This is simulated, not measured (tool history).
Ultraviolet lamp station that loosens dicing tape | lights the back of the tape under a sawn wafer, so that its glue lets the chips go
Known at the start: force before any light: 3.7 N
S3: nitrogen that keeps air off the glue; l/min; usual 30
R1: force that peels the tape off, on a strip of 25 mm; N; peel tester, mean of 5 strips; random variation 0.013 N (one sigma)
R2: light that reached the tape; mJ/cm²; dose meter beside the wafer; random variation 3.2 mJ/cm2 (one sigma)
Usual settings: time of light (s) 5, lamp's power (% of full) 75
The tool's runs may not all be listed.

{"run": 1, "hour": 0.0, "time of light (s)": 5, "lamp's power (% of full)": 75, "S3": 30, "R1": 0.713, "R2": 431}
{"run": 2, "hour": 12.6, "time of light (s)": 5, "lamp's power (% of full)": 75, "S3": 30, "R1": 0.722, "R2": 425}
{"run": 3, "hour": 18.9, "time of light (s)": 5, "lamp's power (% of full)": 75, "S3": 30, "R1": 0.691, "R2": 421}
{"run": 4, "hour": 29.2, "time of light (s)": 5, "lamp's power (% of full)": 75, "S3": 30, "R1": 0.745, "R2": 422}
{"run": 5, "hour": 40.0, "time of light (s)": 5, "lamp's power (% of full)": 75, "S3": 30, "R1": 0.734, "R2": 421}
{"run": 6, "hour": 53.3, "time of light (s)": 5, "lamp's power (% of full)": 75, "S3": 22, "R1": 0.843, "R2": 417}
{"run": 7, "hour": 66.7, "time of light (s)": 5, "lamp's power (% of full)": 75, "S3": 22, "R1": 0.828, "R2": 414}
{"run": 8, "hour": 75.4, "time of light (s)": 3, "lamp's power (% of full)": 73, "S3": 58, "R1": 1.189, "R2": 241}
{"run": 9, "hour": 82.2, "time of light (s)": 5, "lamp's power (% of full)": 60, "S3": 30, "R1": 1.042, "R2": 329}
{"run": 10, "hour": 96.3, "time of light (s)": 8, "lamp's power (% of full)": 77, "S3": 43, "R1": 0.32, "R2": 681}

Forecast each of these 3 alternatives for the next run:
{"hour": 100.7, "done": "window cleaned of glue's vapour"}
{"run": "A", "hour": 103.1, "time of light (s)": 3, "lamp's power (% of full)": 65, "S3": 43, "R1": "?", "R2": "?"}
{"hour": 100.7, "done": "window cleaned of glue's vapour"}
{"run": "B", "hour": 103.1, "time of light (s)": 9, "lamp's power (% of full)": 66, "S3": 10, "R1": "?", "R2": "?"}
{"hour": 100.7, "done": "window cleaned of glue's vapour"}
{"run": "C", "hour": 103.1, "time of light (s)": 8, "lamp's power (% of full)": 77, "S3": 22, "R1": "?", "R2": "?"}

run=A R1=1.268 R2=247
run=B R1=0.553 R2=754
run=C R1=0.335 R2=778
Without the tool's hidden state the same runs would have given:
run=A R1=1.219 R2=256
run=B R1=0.522 R2=783
run=C R1=0.317 R2=808

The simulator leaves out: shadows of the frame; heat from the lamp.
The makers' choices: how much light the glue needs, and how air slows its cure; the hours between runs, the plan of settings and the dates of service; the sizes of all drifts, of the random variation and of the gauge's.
